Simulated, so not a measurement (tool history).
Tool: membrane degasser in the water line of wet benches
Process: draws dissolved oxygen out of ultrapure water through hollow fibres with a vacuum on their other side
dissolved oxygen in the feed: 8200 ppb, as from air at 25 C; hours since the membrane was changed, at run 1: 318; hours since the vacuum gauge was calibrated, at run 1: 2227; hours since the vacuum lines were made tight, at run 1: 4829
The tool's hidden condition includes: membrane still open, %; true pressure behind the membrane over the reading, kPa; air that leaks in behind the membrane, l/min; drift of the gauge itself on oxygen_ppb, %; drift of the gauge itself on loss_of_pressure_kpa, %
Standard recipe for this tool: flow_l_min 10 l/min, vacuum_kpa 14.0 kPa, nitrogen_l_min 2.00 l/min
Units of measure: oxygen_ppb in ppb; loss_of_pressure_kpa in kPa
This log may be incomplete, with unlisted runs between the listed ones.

run	hour	flow_l_min	vacuum_kpa	nitrogen_l_min	hours since the membrane was changed	hours since the vacuum gauge was calibrated	hours since the vacuum lines were made tight	oxygen_ppb	loss_of_pressure_kpa
1	0.0	10	14.0	2.00	318	2227	4829	182.8	25.39
2	104.1	10	14.0	2.00	422	2331	4933	179.7	25.25
3	189.6	10	14.0	2.00	507	2416	5019	182.7	25.41
4	245.2	10	14.0	2.00	563	2472	5075	181.9	25.47
5	340.2	10	14.0	2.00	658	2567	5170	181.4	25.24
6	434.7	10	14.0	2.00	753	2661	5264	184.5	25.40
7	537.9	10	14.0	2.00	856	2765	5367	182.1	25.38
8	616.5	10	14.0	2.00	934	2843	5446	181.2	25.58
9	693.6	6	14.0	2.00	1012	2920	5523	103.0	15.16
10	771.7	6	14.0	2.00	1090	2998	5601	103.4	15.29
11	896.4	6	14.0	2.00	1214	3123	5726	102.5	15.41
12	972.7	8	11.8	3.53	1291	3199	5802	82.1	20.44
13	1075.8	8	11.8	3.11	1394	3302	5905	89.6	20.48
14	1185.0	15	21.1	4.59	1503	3412	6014	241.6	38.41
15	1302.4	10	14.0	3.22	1620	3529	6132	133.3	25.53
16	1413.0	10	8.7	4.08	1731	3640	6242	82.0	25.61
17	1506.0	10	8.7	4.08	1824	3733	6335	82.7	25.56
18	1564.6	10	8.7	4.08	1883	3791	6394	82.3	25.39
19	1648.5	10	33.4	1.30	1966	3875	6478	600.0	25.69
20	1737.3	14	33.5	0.90	2055	3964	6567	1057.7	35.66
# hour 1787.9: vacuum gauge calibrated
21	1863.5	8	10.2	1.47	2181	76	6692	127.7	20.53

Forecast each of these 5 alternatives for the next run:
A	1922.7	14	15.6	0.92	2240	135	6752	?	?
B	1922.7	9	10.2	1.47	2240	135	6752	?	?
C	1922.7	11	8.6	1.47	2240	135	6752	?	?
D	1922.7	16	8.8	1.83	2240	135	6752	?	?
E	1922.7	14	10.2	1.47	2240	135	6752	?	?

run	oxygen_ppb	loss_of_pressure_kpa
A	506.9	35.64
B	146.6	23.17
C	156.1	28.13
D	225.0	41.04
E	247.9	35.86
Without the tool's unlogged condition, the same runs would have read:
run	oxygen_ppb	loss_of_pressure_kpa
A	490.8	35.30
B	138.0	22.94
C	148.8	27.86
D	217.2	40.64
E	238.7	35.51

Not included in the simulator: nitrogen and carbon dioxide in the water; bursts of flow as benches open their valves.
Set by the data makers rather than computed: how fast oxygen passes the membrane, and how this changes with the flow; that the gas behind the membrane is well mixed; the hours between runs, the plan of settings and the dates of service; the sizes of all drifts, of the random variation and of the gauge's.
